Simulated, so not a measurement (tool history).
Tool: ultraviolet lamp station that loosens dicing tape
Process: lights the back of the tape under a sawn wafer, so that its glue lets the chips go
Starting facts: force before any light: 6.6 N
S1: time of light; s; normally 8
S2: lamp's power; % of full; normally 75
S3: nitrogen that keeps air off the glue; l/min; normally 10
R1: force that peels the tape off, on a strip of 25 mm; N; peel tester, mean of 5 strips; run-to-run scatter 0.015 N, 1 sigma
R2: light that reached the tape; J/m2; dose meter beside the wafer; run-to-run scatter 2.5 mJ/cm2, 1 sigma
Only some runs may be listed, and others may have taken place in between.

run	day	S1	S2	S3	R1	R2
1	0.000	8	75	10	0.941	2660
2	2.321	8	75	10	0.938	2610
3	3.958	8	75	9	1.001	2600
4	5.329	8	71	10	1.052	2420
5	7.767	8	75	10	0.981	2560
6	9.596	8	75	10	1.035	2520
7	12.158	4	75	10	2.553	1240
8	14.417	4	75	10	2.681	1250
9	16.196	4	75	10	2.640	1200
10	18.233	7	75	10	1.365	2110
11	19.958	7	75	10	1.359	2120
12	21.788	9	75	10	0.944	2680
# day 23.312: window cleaned of glue's vapour
13	23.312	8	100	10	0.576	3300
14	24.429	8	100	10	0.585	3270
15	26.217	8	100	10	0.615	3240
16	27.992	8	75	10	1.076	2410
17	29.050	8	75	10	1.094	2440
18	31.667	8	81	10	0.967	2560
19	32.967	8	91	10	0.803	2850
20	35.342	8	91	10	0.799	2840
21	37.088	12	84	13	0.318	3890
22	38.588	12	84	13	0.330	3810
23	40.154	8	94	6	1.147	2860

Forecast run 24:
24	41.983	8	94	6	?	?

Run 24 measured R1 1.181 N, R2 2830 J/m2.
If the tool had no hidden condition, the same run with the same run-to-run variation would have returned R1 0.675 N, R2 3820 J/m2.
